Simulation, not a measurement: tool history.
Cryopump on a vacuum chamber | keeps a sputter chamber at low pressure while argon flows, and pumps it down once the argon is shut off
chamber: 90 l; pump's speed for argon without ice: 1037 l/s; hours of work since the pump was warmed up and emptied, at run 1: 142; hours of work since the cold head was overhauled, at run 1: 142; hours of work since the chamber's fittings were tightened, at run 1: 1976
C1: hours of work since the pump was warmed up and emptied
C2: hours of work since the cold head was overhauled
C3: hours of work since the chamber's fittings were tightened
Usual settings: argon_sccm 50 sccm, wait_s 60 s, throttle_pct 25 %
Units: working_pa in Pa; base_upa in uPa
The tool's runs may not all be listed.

{"run": 1, "day": 0.0, "argon_sccm": 50, "wait_s": 60, "throttle_pct": 25, "C1": 142, "C2": 142, "C3": 1976, "working_pa": 0.3288, "base_upa": 1.54}
{"run": 2, "day": 3.562, "argon_sccm": 50, "wait_s": 60, "throttle_pct": 25, "C1": 184, "C2": 184, "C3": 2019, "working_pa": 0.3303, "base_upa": 1.56}
{"run": 3, "day": 6.625, "argon_sccm": 50, "wait_s": 60, "throttle_pct": 25, "C1": 220, "C2": 220, "C3": 2055, "working_pa": 0.3306, "base_upa": 1.53}
{"run": 4, "day": 8.621, "argon_sccm": 50, "wait_s": 60, "throttle_pct": 25, "C1": 244, "C2": 244, "C3": 2079, "working_pa": 0.3342, "base_upa": 1.61}
{"run": 5, "day": 11.233, "argon_sccm": 52, "wait_s": 60, "throttle_pct": 25, "C1": 275, "C2": 275, "C3": 2110, "working_pa": 0.3453, "base_upa": 1.51}
{"run": 6, "day": 15.988, "argon_sccm": 50, "wait_s": 60, "throttle_pct": 25, "C1": 332, "C2": 332, "C3": 2167, "working_pa": 0.3336, "base_upa": 1.62}
{"run": 7, "day": 18.75, "argon_sccm": 50, "wait_s": 60, "throttle_pct": 25, "C1": 365, "C2": 365, "C3": 2200, "working_pa": 0.3388, "base_upa": 1.66}
{"run": 8, "day": 22.571, "argon_sccm": 50, "wait_s": 60, "throttle_pct": 23, "C1": 410, "C2": 410, "C3": 2245, "working_pa": 0.3665, "base_upa": 1.67}
{"run": 9, "day": 25.283, "argon_sccm": 50, "wait_s": 60, "throttle_pct": 23, "C1": 443, "C2": 443, "C3": 2277, "working_pa": 0.3692, "base_upa": 1.65}
{"run": 10, "day": 29.146, "argon_sccm": 50, "wait_s": 60, "throttle_pct": 25, "C1": 489, "C2": 489, "C3": 2323, "working_pa": 0.3408, "base_upa": 1.68}
{"run": 11, "day": 33.021, "argon_sccm": 50, "wait_s": 60, "throttle_pct": 25, "C1": 535, "C2": 535, "C3": 2370, "working_pa": 0.3417, "base_upa": 1.73}
{"run": 12, "day": 36.612, "argon_sccm": 50, "wait_s": 60, "throttle_pct": 25, "C1": 578, "C2": 578, "C3": 2412, "working_pa": 0.3457, "base_upa": 1.83}
{"run": 13, "day": 41.404, "argon_sccm": 50, "wait_s": 60, "throttle_pct": 25, "C1": 635, "C2": 635, "C3": 2470, "working_pa": 0.3454, "base_upa": 1.79}
{"day": 43.183, "done": "pump warmed up, emptied and cooled again"}
{"run": 14, "day": 44.438, "argon_sccm": 50, "wait_s": 60, "throttle_pct": 25, "C1": 15, "C2": 668, "C3": 2503, "working_pa": 0.3277, "base_upa": 1.59}
{"run": 15, "day": 46.721, "argon_sccm": 50, "wait_s": 60, "throttle_pct": 25, "C1": 42, "C2": 696, "C3": 2530, "working_pa": 0.3304, "base_upa": 1.58}
{"run": 16, "day": 51.229, "argon_sccm": 50, "wait_s": 60, "throttle_pct": 25, "C1": 96, "C2": 749, "C3": 2584, "working_pa": 0.328, "base_upa": 1.63}
{"run": 17, "day": 54.838, "argon_sccm": 34, "wait_s": 60, "throttle_pct": 25, "C1": 139, "C2": 792, "C3": 2627, "working_pa": 0.226, "base_upa": 1.73}
{"run": 18, "day": 58.746, "argon_sccm": 34, "wait_s": 60, "throttle_pct": 25, "C1": 185, "C2": 839, "C3": 2674, "working_pa": 0.2273, "base_upa": 1.7}
{"run": 19, "day": 61.679, "argon_sccm": 34, "wait_s": 122, "throttle_pct": 25, "C1": 220, "C2": 874, "C3": 2709, "working_pa": 0.2267, "base_upa": 1.33}
{"run": 20, "day": 64.579, "argon_sccm": 79, "wait_s": 60, "throttle_pct": 25, "C1": 255, "C2": 908, "C3": 2743, "working_pa": 0.5266, "base_upa": 1.72}
{"run": 21, "day": 69.275, "argon_sccm": 76, "wait_s": 127, "throttle_pct": 25, "C1": 311, "C2": 964, "C3": 2799, "working_pa": 0.509, "base_upa": 1.47}
{"run": 22, "day": 72.608, "argon_sccm": 22, "wait_s": 108, "throttle_pct": 39, "C1": 350, "C2": 1004, "C3": 2839, "working_pa": 0.0955, "base_upa": 1.48}
{"run": 23, "day": 75.142, "argon_sccm": 22, "wait_s": 263, "throttle_pct": 21, "C1": 381, "C2": 1034, "C3": 2869, "working_pa": 0.1753, "base_upa": 1.29}
{"run": 24, "day": 78.162, "argon_sccm": 22, "wait_s": 263, "throttle_pct": 21, "C1": 417, "C2": 1070, "C3": 2905, "working_pa": 0.1766, "base_upa": 1.34}
{"day": 81.05, "done": "leaking fittings of the chamber tightened, without venting"}
{"run": 25, "day": 81.279, "argon_sccm": 22, "wait_s": 263, "throttle_pct": 21, "C1": 453, "C2": 1106, "C3": 3, "working_pa": 0.1772, "base_upa": 0.5}
{"run": 26, "day": 85.362, "argon_sccm": 59, "wait_s": 72, "throttle_pct": 17, "C1": 501, "C2": 1155, "C3": 51, "working_pa": 0.585, "base_upa": 0.92}
{"run": 27, "day": 88.383, "argon_sccm": 59, "wait_s": 72, "throttle_pct": 17, "C1": 537, "C2": 1191, "C3": 87, "working_pa": 0.5858, "base_upa": 0.99}
{"run": 28, "day": 90.45, "argon_sccm": 59, "wait_s": 72, "throttle_pct": 16, "C1": 562, "C2": 1215, "C3": 112, "working_pa": 0.6206, "base_upa": 0.94}
{"run": 29, "day": 93.271, "argon_sccm": 59, "wait_s": 72, "throttle_pct": 16, "C1": 596, "C2": 1249, "C3": 146, "working_pa": 0.6221, "base_upa": 0.94}
{"run": 30, "day": 96.417, "argon_sccm": 71, "wait_s": 60, "throttle_pct": 30, "C1": 633, "C2": 1287, "C3": 183, "working_pa": 0.4162, "base_upa": 1.14}
{"day": 98.108, "done": "pump warmed up, emptied and cooled again"}
{"run": 31, "day": 99.375, "argon_sccm": 71, "wait_s": 60, "throttle_pct": 30, "C1": 15, "C2": 1319, "C3": 216, "working_pa": 0.3868, "base_upa": 1.05}
{"run": 32, "day": 104.054, "argon_sccm": 52, "wait_s": 86, "throttle_pct": 17, "C1": 71, "C2": 1375, "C3": 272, "working_pa": 0.5013, "base_upa": 0.92}
{"run": 33, "day": 106.254, "argon_sccm": 52, "wait_s": 86, "throttle_pct": 17, "C1": 97, "C2": 1401, "C3": 298, "working_pa": 0.5028, "base_upa": 0.88}

Measured less the same run without the tool's hidden state. The same run-to-run variation is in both; the gauge's scatter may not be:
The hidden state here: pump's speed, % of a pump's without ice; cold plate's temperature, K; leak into the chamber, uPa l/s; drift of the gauge itself on working_pa, %; drift of the gauge itself on base_upa, %.
run=1 working_pa=+0.0039 base_upa=+0.52
run=2 working_pa=+0.005 base_upa=+0.54
run=3 working_pa=+0.0059 base_upa=+0.55
run=4 working_pa=+0.0066 base_upa=+0.56
run=5 working_pa=+0.0077 base_upa=+0.57
run=6 working_pa=+0.0091 base_upa=+0.6
run=7 working_pa=+0.0102 base_upa=+0.63
run=8 working_pa=+0.0115 base_upa=+0.65
run=9 working_pa=+0.0127 base_upa=+0.66
run=10 working_pa=+0.014 base_upa=+0.68
run=11 working_pa=+0.0155 base_upa=+0.73
run=12 working_pa=+0.017 base_upa=+0.78
run=13 working_pa=+0.019 base_upa=+0.8
run=14 working_pa=+0.0014 base_upa=+0.59
run=15 working_pa=+0.0021 base_upa=+0.61
run=16 working_pa=+0.0034 base_upa=+0.64
run=17 working_pa=+0.0031 base_upa=+0.68
run=18 working_pa=+0.004 base_upa=+0.7
run=19 working_pa=+0.0047 base_upa=+0.71
run=20 working_pa=+0.0123 base_upa=+0.73
run=21 working_pa=+0.0144 base_upa=+0.78
run=22 working_pa=+0.0047 base_upa=+0.79
run=23 working_pa=+0.0051 base_upa=+0.82
run=24 working_pa=+0.0055 base_upa=+0.87
run=25 working_pa=+0.0061 base_upa=+0.06
run=26 working_pa=+0.018 base_upa=+0.08
run=27 working_pa=+0.0193 base_upa=+0.09
run=28 working_pa=+0.0203 base_upa=+0.09
run=29 working_pa=+0.0218 base_upa=+0.11
run=30 working_pa=+0.0282 base_upa=+0.13
run=31 working_pa=+0.002 base_upa=+0.06
run=32 working_pa=+0.0027 base_upa=+0.09
run=33 working_pa=+0.0034 base_upa=+0.09

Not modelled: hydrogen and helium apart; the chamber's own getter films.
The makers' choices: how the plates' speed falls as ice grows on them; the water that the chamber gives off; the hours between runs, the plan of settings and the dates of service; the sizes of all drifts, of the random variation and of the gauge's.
